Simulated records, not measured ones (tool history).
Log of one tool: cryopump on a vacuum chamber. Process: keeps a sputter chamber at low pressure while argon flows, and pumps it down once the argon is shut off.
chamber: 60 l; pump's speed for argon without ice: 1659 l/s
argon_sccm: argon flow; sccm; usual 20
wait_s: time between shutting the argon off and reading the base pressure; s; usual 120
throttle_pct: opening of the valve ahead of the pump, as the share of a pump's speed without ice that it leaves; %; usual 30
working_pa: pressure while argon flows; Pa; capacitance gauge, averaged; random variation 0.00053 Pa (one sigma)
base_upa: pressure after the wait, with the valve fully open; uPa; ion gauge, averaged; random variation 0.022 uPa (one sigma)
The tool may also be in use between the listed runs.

Run 1, hour 0.0: usual settings. Result: working_pa 0.0724 Pa, base_upa 0.65 uPa.
Run 2, hour 8.6: usual settings but throttle_pct 31 %. Result: working_pa 0.0701 Pa, base_upa 0.59 uPa.
Run 3, hour 20.3: usual settings but throttle_pct 31 %. Result: working_pa 0.0694 Pa, base_upa 0.67 uPa.
Run 4, hour 31.1: usual settings. Result: working_pa 0.0723 Pa, base_upa 0.67 uPa.
Run 5, hour 46.3: usual settings but argon_sccm 32 sccm. Result: working_pa 0.1149 Pa, base_upa 0.67 uPa.
Run 6, hour 54.3: usual settings but argon_sccm 32 sccm. Result: working_pa 0.1149 Pa, base_upa 0.67 uPa.
Run 7, hour 67.5: usual settings but argon_sccm 32 sccm. Result: working_pa 0.1161 Pa, base_upa 0.65 uPa.
Run 8, hour 80.1: usual settings but argon_sccm 32 sccm. Result: working_pa 0.1164 Pa, base_upa 0.67 uPa.
Run 9, hour 88.8: usual settings but argon_sccm 32 sccm, wait_s 23 s. Result: working_pa 0.1161 Pa, base_upa 2.26 uPa.
Run 10, hour 97.8: usual settings but wait_s 48 s. Result: working_pa 0.0732 Pa, base_upa 1.29 uPa.
Run 11, hour 108.1: usual settings but wait_s 48 s. Result: working_pa 0.0724 Pa, base_upa 1.26 uPa.
Run 12, hour 123.1: usual settings but wait_s 48 s. Result: working_pa 0.0724 Pa, base_upa 1.20 uPa.
Run 13, hour 134.8: usual settings but wait_s 48 s. Result: working_pa 0.0728 Pa, base_upa 1.20 uPa.
Run 14, hour 145.6: usual settings but wait_s 48 s. Result: working_pa 0.0725 Pa, base_upa 1.24 uPa.
Run 15, hour 158.9: usual settings. Result: working_pa 0.0731 Pa, base_upa 0.69 uPa.
Run 16, hour 171.5: usual settings. Result: working_pa 0.0730 Pa, base_upa 0.71 uPa.
Run 17, hour 186.3: usual settings but argon_sccm 12 sccm. Result: working_pa 0.0432 Pa, base_upa 0.74 uPa.
Run 18, hour 196.5: usual settings but argon_sccm 38 sccm, wait_s 33 s, throttle_pct 18 %. Result: working_pa 0.2269 Pa, base_upa 1.72 uPa.
Run 19, hour 206.6: usual settings but argon_sccm 38 sccm, wait_s 33 s, throttle_pct 18 %. Result: working_pa 0.2256 Pa, base_upa 1.69 uPa.
Run 20, hour 214.7: usual settings but argon_sccm 38 sccm, wait_s 33 s, throttle_pct 18 %. Result: working_pa 0.2272 Pa, base_upa 1.71 uPa.
Run 21, hour 223.1: usual settings but argon_sccm 38 sccm, wait_s 33 s, throttle_pct 18 %. Result: working_pa 0.2276 Pa, base_upa 1.67 uPa.
Run 22, hour 230.1: usual settings but argon_sccm 19 sccm, wait_s 33 s, throttle_pct 35 %. Result: working_pa 0.0611 Pa, base_upa 1.67 uPa.
Run 23, hour 241.4: usual settings but argon_sccm 27 sccm, wait_s 134 s, throttle_pct 38 %. Result: working_pa 0.0802 Pa, base_upa 0.66 uPa.
Run 24, hour 255.3: usual settings but argon_sccm 17 sccm, throttle_pct 28 %. Result: working_pa 0.0677 Pa, base_upa 0.73 uPa.
Run 25, hour 268.5: usual settings but argon_sccm 15 sccm, throttle_pct 26 %. Result: working_pa 0.0647 Pa, base_upa 0.72 uPa.
Run 26, hour 278.5: usual settings but argon_sccm 9 sccm, wait_s 37 s, throttle_pct 26 %. Result: working_pa 0.0378 Pa, base_upa 1.58 uPa.
Run 27, hour 285.0: usual settings but argon_sccm 11 sccm, wait_s 140 s, throttle_pct 16 %. Result: working_pa 0.0738 Pa, base_upa 0.68 uPa.
Run 28, hour 293.5: usual settings but argon_sccm 13 sccm, wait_s 295 s, throttle_pct 47 %. Result: working_pa 0.0332 Pa, base_upa 0.51 uPa.
Run 29, hour 302.7: usual settings but argon_sccm 13 sccm, wait_s 295 s, throttle_pct 47 %. Result: working_pa 0.0340 Pa, base_upa 0.53 uPa.
Run 30, hour 311.3: usual settings but argon_sccm 13 sccm, wait_s 105 s, throttle_pct 47 %. Result: working_pa 0.0320 Pa, base_upa 0.81 uPa.
Run 31, hour 318.9: usual settings but argon_sccm 13 sccm, wait_s 105 s, throttle_pct 47 %. Result: working_pa 0.0334 Pa, base_upa 0.81 uPa.
Run 32, hour 325.6: usual settings but argon_sccm 10 sccm, wait_s 105 s, throttle_pct 47 %. Result: working_pa 0.0259 Pa, base_upa 0.83 uPa.
Run 33, hour 334.1: usual settings but argon_sccm 25 sccm, wait_s 38 s, throttle_pct 59 %. Result: working_pa 0.0521 Pa, base_upa 1.57 uPa.
Run 34, hour 343.3: usual settings but argon_sccm 32 sccm, wait_s 35 s, throttle_pct 16 %. Result: working_pa 0.2165 Pa, base_upa 1.66 uPa.

Forecast each of these 4 alternatives for the next run:
Run A, hour 351.9: usual settings but argon_sccm 32 sccm, wait_s 94 s, throttle_pct 16 %. Result: working_pa ?, base_upa ?.
Run B, hour 351.9: usual settings but argon_sccm 32 sccm, wait_s 117 s, throttle_pct 54 %. Result: working_pa ?, base_upa ?.
Run C, hour 351.9: usual settings but argon_sccm 32 sccm, wait_s 54 s, throttle_pct 34 %. Result: working_pa ?, base_upa ?.
Run D, hour 351.9: usual settings but argon_sccm 32 sccm, wait_s 126 s, throttle_pct 26 %. Result: working_pa ?, base_upa ?.

run  working_pa  base_upa
  A      0.2145      0.86
  B      0.0732      0.71
  C      0.1085      1.21
  D      0.1391      0.75
Without the tool's hidden state the same runs would have given:
run  working_pa  base_upa
  A      0.2021      0.65
  B      0.0607      0.50
  C      0.0960      1.00
  D      0.1266      0.54
